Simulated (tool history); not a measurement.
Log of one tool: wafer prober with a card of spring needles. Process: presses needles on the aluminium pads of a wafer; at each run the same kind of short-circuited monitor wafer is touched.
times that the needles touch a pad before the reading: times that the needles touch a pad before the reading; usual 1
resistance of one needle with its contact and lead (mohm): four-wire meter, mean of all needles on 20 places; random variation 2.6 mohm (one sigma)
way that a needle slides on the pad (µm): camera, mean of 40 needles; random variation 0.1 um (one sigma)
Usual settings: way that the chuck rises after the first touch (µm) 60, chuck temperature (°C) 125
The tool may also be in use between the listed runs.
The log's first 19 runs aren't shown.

| run | hour | way that the chuck rises after the first touch (µm) | chuck temperature (°C) | times that the needles touch a pad before the reading | resistance of one needle with its contact and lead (mohm) | way that a needle slides on the pad (µm) |
|---|---|---|---|---|---|---|
|  | 799.2 | tips cleaned on abrasive film |
|  | 814.2 | tips cleaned on abrasive film |
|  | 830.6 | tips cleaned on abrasive film |
| 20 | 830.6 | 51 | 119 | 1 | 321 | 6.8 |
|  | 847 | tips cleaned on abrasive film |
|  | 864 | tips cleaned on abrasive film |
| 21 | 876.5 | 70 | 106 | 3 | 309 | 9.61 |
|  | 880.2 | tips cleaned on abrasive film |
|  | 895.3 | tips cleaned on abrasive film |
|  | 912.7 | tips cleaned on abrasive film |
|  | 927.6 | tips cleaned on abrasive film |
| 22 | 929.8 | 70 | 106 | 3 | 299 | 9.34 |
|  | 944.3 | tips cleaned on abrasive film |
|  | 956.3 | card fitted with new needles |
|  | 971.9 | tips cleaned on abrasive film |
| 23 | 971.9 | 70 | 106 | 3 | 290 | 9.89 |
|  | 988.8 | tips cleaned on abrasive film |
|  | 1006.2 | tips cleaned on abrasive film |
| 24 | 1011.7 | 70 | 33 | 2 | 281 | 9.95 |
|  | 1021.9 | tips cleaned on abrasive film |
|  | 1039.6 | tips cleaned on abrasive film |
|  | 1056.6 | tips cleaned on abrasive film |
| 25 | 1056.6 | 40 | 93 | 2 | 300 | 5.64 |
|  | 1073.9 | tips cleaned on abrasive film |
|  | 1088.6 | tips cleaned on abrasive film |
| 26 | 1093.5 | 59 | 38 | 2 | 282 | 8.4 |
|  | 1103.5 | tips cleaned on abrasive film |
|  | 1119.2 | tips cleaned on abrasive film |
|  | 1135.3 | tips cleaned on abrasive film |
|  | 1151.3 | tips cleaned on abrasive film |
| 27 | 1151.3 | 59 | 38 | 2 | 279 | 8.28 |
|  | 1169.3 | tips cleaned on abrasive film |
| 28 | 1178.1 | 59 | 57 | 2 | 294 | 8.23 |
|  | 1184.2 | tips cleaned on abrasive film |
|  | 1201.4 | tips cleaned on abrasive film |
|  | 1217.7 | tips cleaned on abrasive film |
| 29 | 1219.9 | 59 | 57 | 2 | 289 | 8.37 |
|  | 1233.7 | tips cleaned on abrasive film |
|  | 1249.6 | tips cleaned on abrasive film |
|  | 1267.6 | tips cleaned on abrasive film |
| 30 | 1275.2 | 64 | 68 | 3 | 292 | 8.96 |

Forecast each of these 3 alternatives for the next run:
|  | 1282.6 | tips cleaned on abrasive film |
|  | 1300 | tips cleaned on abrasive film |
| A | 1308.9 | 50 | 53 | 2 | ? | ? |
|  | 1282.6 | tips cleaned on abrasive film |
|  | 1300 | tips cleaned on abrasive film |
| B | 1308.9 | 60 | 125 | 1 | ? | ? |
|  | 1282.6 | tips cleaned on abrasive film |
|  | 1300 | tips cleaned on abrasive film |
| C | 1308.9 | 74 | 27 | 2 | ? | ? |

| run | resistance of one needle with its contact and lead (mohm) | way that a needle slides on the pad (µm) |
|---|---|---|
| A | 297 | 7.09 |
| B | 318 | 8.23 |
| C | 274 | 10.44 |
Without the tool's hidden state the same runs would have given:
| run | resistance of one needle with its contact and lead (mohm) | way that a needle slides on the pad (µm) |
|---|---|---|
| A | 282 | 7.38 |
| B | 303 | 8.51 |
| C | 267 | 10.72 |
